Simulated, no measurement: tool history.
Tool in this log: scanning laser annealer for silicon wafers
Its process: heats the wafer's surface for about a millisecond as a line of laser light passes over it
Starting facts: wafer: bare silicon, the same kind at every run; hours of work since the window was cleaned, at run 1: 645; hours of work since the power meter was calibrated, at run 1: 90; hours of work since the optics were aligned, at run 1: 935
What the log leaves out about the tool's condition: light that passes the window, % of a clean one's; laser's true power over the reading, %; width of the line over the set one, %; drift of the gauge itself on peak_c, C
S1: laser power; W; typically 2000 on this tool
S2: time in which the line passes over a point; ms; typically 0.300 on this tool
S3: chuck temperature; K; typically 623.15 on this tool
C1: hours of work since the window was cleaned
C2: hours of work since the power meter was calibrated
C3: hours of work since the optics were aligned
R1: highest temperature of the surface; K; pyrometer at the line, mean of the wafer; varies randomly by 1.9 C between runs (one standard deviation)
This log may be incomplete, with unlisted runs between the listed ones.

run	hour	S1	S2	S3	C1	C2	C3	R1
1	0.0	2000	0.300	623.15	645	90	935	1372.15
2	56.9	2000	0.300	623.15	687	133	978	1373.15
3	93.3	2000	0.300	614.15	715	160	1005	1365.15
# hour 130.5: window over the wafer cleaned
4	155.0	2000	0.300	614.15	18	205	1050	1365.15
5	227.3	2000	0.300	614.15	73	259	1104	1368.15
6	281.8	2102	0.300	623.15	113	300	1145	1424.15
7	338.4	2102	0.300	623.15	156	342	1187	1427.15
8	386.1	2102	0.300	623.15	192	378	1223	1425.15
9	441.4	2102	0.300	623.15	233	419	1264	1424.15
10	473.9	2102	0.300	623.15	257	444	1289	1425.15

Below are 5 alternative next runs, each starting from the tool's condition after run 10. Predict each:
A	533.4	2000	0.300	593.15	302	488	1333	?
B	533.4	1865	0.327	655.15	302	488	1333	?
C	533.4	2133	0.237	598.15	302	488	1333	?
D	533.4	2143	0.258	609.15	302	488	1333	?
E	533.4	1925	0.320	623.15	302	488	1333	?

run	R1
A	1342.15
B	1373.15
C	1313.15
D	1365.15
E	1362.15
With no hidden state in the tool, these same runs would have given:
run	R1
A	1342.15
B	1373.15
C	1313.15
D	1366.15
E	1363.15
